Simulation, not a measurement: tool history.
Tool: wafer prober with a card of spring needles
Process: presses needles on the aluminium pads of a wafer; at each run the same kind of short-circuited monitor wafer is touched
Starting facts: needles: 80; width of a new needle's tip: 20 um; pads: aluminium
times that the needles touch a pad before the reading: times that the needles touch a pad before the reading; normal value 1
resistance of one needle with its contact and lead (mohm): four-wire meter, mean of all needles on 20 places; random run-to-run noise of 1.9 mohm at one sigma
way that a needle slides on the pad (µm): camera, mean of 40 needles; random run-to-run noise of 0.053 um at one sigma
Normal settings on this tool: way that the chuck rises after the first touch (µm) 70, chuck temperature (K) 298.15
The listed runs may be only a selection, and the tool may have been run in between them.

| run | hour | way that the chuck rises after the first touch (µm) | chuck temperature (K) | times that the needles touch a pad before the reading | resistance of one needle with its contact and lead (mohm) | way that a needle slides on the pad (µm) |
|---|---|---|---|---|---|---|
| 1 | 0 | 70 | 298.15 | 1 | 387 | 15.05 |
|  | 7.1 | tips cleaned on abrasive film |
|  | 17.3 | tips cleaned on abrasive film |
| 2 | 19.7 | 70 | 298.15 | 1 | 354 | 15.09 |
|  | 29.3 | tips cleaned on abrasive film |
|  | 42 | tips cleaned on abrasive film |
|  | 54.7 | tips cleaned on abrasive film |
| 3 | 60.1 | 70 | 298.15 | 1 | 447 | 15.03 |
|  | 65.3 | tips cleaned on abrasive film |
|  | 77.2 | tips cleaned on abrasive film |
|  | 89.3 | tips cleaned on abrasive film |
| 4 | 96 | 70 | 298.15 | 1 | 518 | 14.9 |
|  | 101.2 | tips cleaned on abrasive film |
|  | 113.8 | tips cleaned on abrasive film |
|  | 125.7 | tips cleaned on abrasive film |
| 5 | 132.2 | 70 | 298.15 | 1 | 526 | 14.77 |
|  | 137.3 | tips cleaned on abrasive film |
|  | 142.4 | height of the first contact set anew |
|  | 149.6 | tips cleaned on abrasive film |
|  | 161.9 | tips cleaned on abrasive film |
|  | 173.8 | tips cleaned on abrasive film |
| 6 | 177.1 | 70 | 298.15 | 1 | 356 | 15.47 |
|  | 184.7 | tips cleaned on abrasive film |
|  | 197.4 | tips cleaned on abrasive film |
|  | 209.6 | tips cleaned on abrasive film |
| 7 | 209.6 | 70 | 298.15 | 3 | 212 | 15.39 |
|  | 222.3 | tips cleaned on abrasive film |
|  | 234.9 | tips cleaned on abrasive film |
|  | 246.6 | tips cleaned on abrasive film |
| 8 | 246.6 | 59 | 298.15 | 3 | 215 | 12.88 |
|  | 256.7 | tips cleaned on abrasive film |
|  | 268.9 | tips cleaned on abrasive film |
| 9 | 274.6 | 59 | 298.15 | 3 | 324 | 12.82 |
|  | 279.5 | tips cleaned on abrasive film |
|  | 291.3 | tips cleaned on abrasive film |
|  | 301.4 | tips cleaned on abrasive film |
| 10 | 308 | 85 | 298.15 | 1 | 394 | 18.56 |
|  | 312.6 | tips cleaned on abrasive film |
|  | 325.2 | tips cleaned on abrasive film |
|  | 337.3 | tips cleaned on abrasive film |
|  | 349 | tips cleaned on abrasive film |
| 11 | 349 | 85 | 298.15 | 2 | 202 | 18.5 |
|  | 359.2 | tips cleaned on abrasive film |
|  | 371.9 | tips cleaned on abrasive film |
|  | 384.3 | tips cleaned on abrasive film |
| 12 | 387.6 | 85 | 298.15 | 2 | 287 | 18.3 |
|  | 395.3 | tips cleaned on abrasive film |
|  | 408 | tips cleaned on abrasive film |
|  | 419.3 | tips cleaned on abrasive film |
| 13 | 419.3 | 85 | 298.15 | 2 | 210 | 18.23 |
|  | 429.5 | tips cleaned on abrasive film |
|  | 441.5 | tips cleaned on abrasive film |
|  | 454.2 | tips cleaned on abrasive film |
|  | 466.4 | tips cleaned on abrasive film |
| 14 | 467.2 | 70 | 352.15 | 1 | 311 | 14.81 |
|  | 477.3 | tips cleaned on abrasive film |
|  | 477.6 | height of the first contact set anew |
|  | 487.9 | tips cleaned on abrasive film |
| 15 | 487.9 | 70 | 352.15 | 1 | 236 | 15.49 |
|  | 498 | tips cleaned on abrasive film |
|  | 508.2 | tips cleaned on abrasive film |
|  | 520.4 | tips cleaned on abrasive film |
| 16 | 526.2 | 70 | 352.15 | 1 | 476 | 15.46 |
|  | 531.4 | tips cleaned on abrasive film |
|  | 543.4 | tips cleaned on abrasive film |
|  | 555.5 | tips cleaned on abrasive film |
| 17 | 564.7 | 70 | 370.15 | 2 | 424 | 15.4 |
|  | 567.3 | tips cleaned on abrasive film |
|  | 579.7 | tips cleaned on abrasive film |
| 18 | 586.8 | 70 | 370.15 | 2 | 406 | 15.33 |
|  | 591.9 | tips cleaned on abrasive film |
|  | 603.7 | tips cleaned on abrasive film |
| 19 | 611.5 | 70 | 299.15 | 2 | 417 | 15.23 |
|  | 614.1 | tips cleaned on abrasive film |
|  | 626.6 | tips cleaned on abrasive film |
| 20 | 636 | 70 | 299.15 | 2 | 462 | 15.22 |
|  | 638 | tips cleaned on abrasive film |
|  | 648.2 | tips cleaned on abrasive film |
|  | 660.9 | tips cleaned on abrasive film |
|  | 673.1 | tips cleaned on abrasive film |
|  | 684.4 | tips cleaned on abrasive film |
| 21 | 684.4 | 70 | 299.15 | 2 | 229 | 15.03 |
|  | 697 | tips cleaned on abrasive film |
|  | 709.4 | tips cleaned on abrasive film |
| 22 | 709.6 | 70 | 299.15 | 2 | 227 | 14.93 |
|  | 719.8 | tips cleaned on abrasive film |
|  | 732.5 | tips cleaned on abrasive film |
|  | 743.5 | tips cleaned on abrasive film |
| 23 | 743.5 | 61 | 298.15 | 1 | 261 | 12.88 |
|  | 756.2 | tips cleaned on abrasive film |
|  | 768.8 | tips cleaned on abrasive film |
| 24 | 776.3 | 61 | 298.15 | 1 | 702 | 12.93 |
|  | 781.2 | tips cleaned on abrasive film |
|  | 793.4 | tips cleaned on abrasive film |
| 25 | 799.2 | 70 | 385.15 | 1 | 506 | 14.89 |
|  | 804.3 | tips cleaned on abrasive film |
|  | 812.2 | height of the first contact set anew |
|  | 817.3 | tips cleaned on abrasive film |
| 26 | 823.1 | 70 | 385.15 | 1 | 512 | 15.48 |
|  | 828.3 | tips cleaned on abrasive film |
|  | 838.5 | tips cleaned on abrasive film |
|  | 850.5 | tips cleaned on abrasive film |
| 27 | 853.7 | 70 | 312.15 | 1 | 385 | 15.56 |
|  | 861.4 | tips cleaned on abrasive film |
|  | 873.4 | tips cleaned on abrasive film |
|  | 886.1 | tips cleaned on abrasive film |
| 28 | 889.7 | 79 | 378.15 | 2 | 310 | 17.43 |

3 ways to go on from here, each from the tool as it stands after run 28. What would each give?
|  | 897.2 | tips cleaned on abrasive film |
|  | 909.4 | tips cleaned on abrasive film |
|  | 921.6 | tips cleaned on abrasive film |
| A | 926 | 78 | 378.15 | 2 | ? | ? |
|  | 897.2 | tips cleaned on abrasive film |
|  | 909.4 | tips cleaned on abrasive film |
|  | 921.6 | tips cleaned on abrasive film |
| B | 926 | 70 | 298.15 | 2 | ? | ? |
|  | 897.2 | tips cleaned on abrasive film |
|  | 909.4 | tips cleaned on abrasive film |
|  | 921.6 | tips cleaned on abrasive film |
| C | 926 | 57 | 333.15 | 2 | ? | ? |

| run | resistance of one needle with its contact and lead (mohm) | way that a needle slides on the pad (µm) |
|---|---|---|
| A | 337 | 17.11 |
| B | 374 | 15.28 |
| C | 457 | 12.36 |
What these runs would have given with no unlogged condition in the tool:
| run | resistance of one needle with its contact and lead (mohm) | way that a needle slides on the pad (µm) |
|---|---|---|
| A | 210 | 17.37 |
| B | 197 | 15.55 |
| C | 210 | 12.62 |
